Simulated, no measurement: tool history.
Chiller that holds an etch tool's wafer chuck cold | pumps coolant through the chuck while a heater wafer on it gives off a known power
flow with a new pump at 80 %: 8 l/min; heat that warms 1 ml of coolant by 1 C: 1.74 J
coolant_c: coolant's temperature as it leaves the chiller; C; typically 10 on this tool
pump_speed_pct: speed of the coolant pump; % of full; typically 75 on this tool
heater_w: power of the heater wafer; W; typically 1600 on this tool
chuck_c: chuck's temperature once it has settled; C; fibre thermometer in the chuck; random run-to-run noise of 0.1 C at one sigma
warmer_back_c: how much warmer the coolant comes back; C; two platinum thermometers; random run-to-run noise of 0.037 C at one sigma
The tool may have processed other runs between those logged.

run   hour  coolant_c  pump_speed_pct  heater_w  chuck_c  warmer_back_c
  1      0         10              75      1600     29.3           7.35
  2   31.8         10              75      1600     29.3           7.41
  3   72.6         10              75      1287     25.6           5.93
  4  108.3         10              75      1600     29.5           7.38
  5  151.9         10              64      1600     31.6           8.78
  6  182.8         10              75      1215     24.6           5.65
  7  224.6          2              75      1215     16.9           5.58
  8  254.1          2              75      1215     16.9           5.57
  9  289.6          2              75      1215     16.8            5.6
 10  319.6          2              75      1215     16.7           5.69
 11  352.2         18              75      1215     32.8           5.61
 12  372.7         14              75      1600     33.4           7.49
 13  407.1         10              75      1600     29.4           7.37
 14  436.2         10              75      1600     29.3           7.41
 15  469.7         10              75      1600     29.6           7.42
 16  493.5         10              67      1600     30.9           8.38
 17  512.2         10              67      1600       31           8.36
 18  532.7         10              79      1246     24.4           5.53
 19  572.4         10              79      1246     24.5           5.48
 20  595.4         14              69       877     25.3           4.45
 21  627.3          6              82      1313     20.9           5.56
 22  671.6          6              64      1645     28.3           9.02
 23  706.2         15              75      1211     29.7           5.64
 24  736.9         15              86      1850     35.5           7.42
 25  760.9         15              73      2341     44.1          11.15
 26    801         10              71      2220       38          10.91
 27  832.2          0              84      1337       15           5.48
 28  868.9          0              84      1337     15.1           5.49
 29  890.6          0              84      1337     14.9           5.44
 30  921.8          0              84      1337     15.2           5.47
 31  962.3         12              86      1216     25.4           4.89
 32  991.7         12              86      1216     25.4           4.89

Each row is a separate what-if for the run after 32, all from the same tool condition, not one after another. Results?
  A  1022.4         10              99       920        ?              ?
  B  1022.4          9              68      1779        ?              ?
  C  1022.4         12              82      1416        ?              ?
  D  1022.4         12              98       812        ?              ?

run  chuck_c  warmer_back_c
  A     19.2           3.18
  B     32.2           9.18
  C     28.3           5.99
  D     20.1           2.83
Without the tool's hidden state the same runs would have given:
run  chuck_c  warmer_back_c
  A     19.2           3.18
  B     32.2           9.18
  C     28.2           5.99
  D     20.1           2.82

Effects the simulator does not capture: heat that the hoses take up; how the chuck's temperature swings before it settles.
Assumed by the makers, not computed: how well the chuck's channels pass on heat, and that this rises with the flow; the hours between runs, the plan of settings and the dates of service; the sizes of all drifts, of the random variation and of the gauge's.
